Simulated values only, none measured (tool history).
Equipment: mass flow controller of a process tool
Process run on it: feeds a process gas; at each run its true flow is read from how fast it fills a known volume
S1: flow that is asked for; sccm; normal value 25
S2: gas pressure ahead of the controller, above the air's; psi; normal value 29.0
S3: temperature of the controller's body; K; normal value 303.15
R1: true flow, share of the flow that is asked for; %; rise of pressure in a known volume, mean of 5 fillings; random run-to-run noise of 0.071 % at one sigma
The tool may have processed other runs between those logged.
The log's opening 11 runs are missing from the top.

| run | hour | S1 | S2 | S3 | R1 |
|---|---|---|---|---|---|
| 12 | 635.0 | 25 | 29.0 | 296.15 | 99.67 |
| 13 | 691.9 | 8 | 29.0 | 303.15 | 98.13 |
| 14 | 743.9 | 8 | 29.0 | 303.15 | 98.19 |
| 15 | 797.4 | 17 | 29.0 | 303.15 | 98.75 |
| 16 | 853.0 | 17 | 29.0 | 303.15 | 98.79 |
| 17 | 923.2 | 25 | 27.3 | 303.15 | 98.98 |
| 18 | 970.5 | 25 | 27.3 | 303.15 | 98.99 |
| 19 | 1025.8 | 25 | 27.3 | 303.15 | 98.82 |
| 20 | 1068.3 | 25 | 27.3 | 303.15 | 98.84 |
| 21 | 1144.3 | 25 | 27.3 | 303.15 | 99.02 |
| 22 | 1203.6 | 25 | 27.3 | 303.15 | 98.91 |
| 23 | 1250.1 | 30 | 27.3 | 303.15 | 99.04 |
| 24 | 1308.3 | 30 | 27.3 | 303.15 | 99.11 |
| 25 | 1380.4 | 20 | 34.4 | 300.15 | 99.24 |

Predict the results of run 26:
| 26 | 1435.8 | 8 | 20.7 | 299.15 | ? |

R1: 98.11 %
On a tool with no hidden condition, and with the same random variation, this run would have come out at R1 99.32 %.

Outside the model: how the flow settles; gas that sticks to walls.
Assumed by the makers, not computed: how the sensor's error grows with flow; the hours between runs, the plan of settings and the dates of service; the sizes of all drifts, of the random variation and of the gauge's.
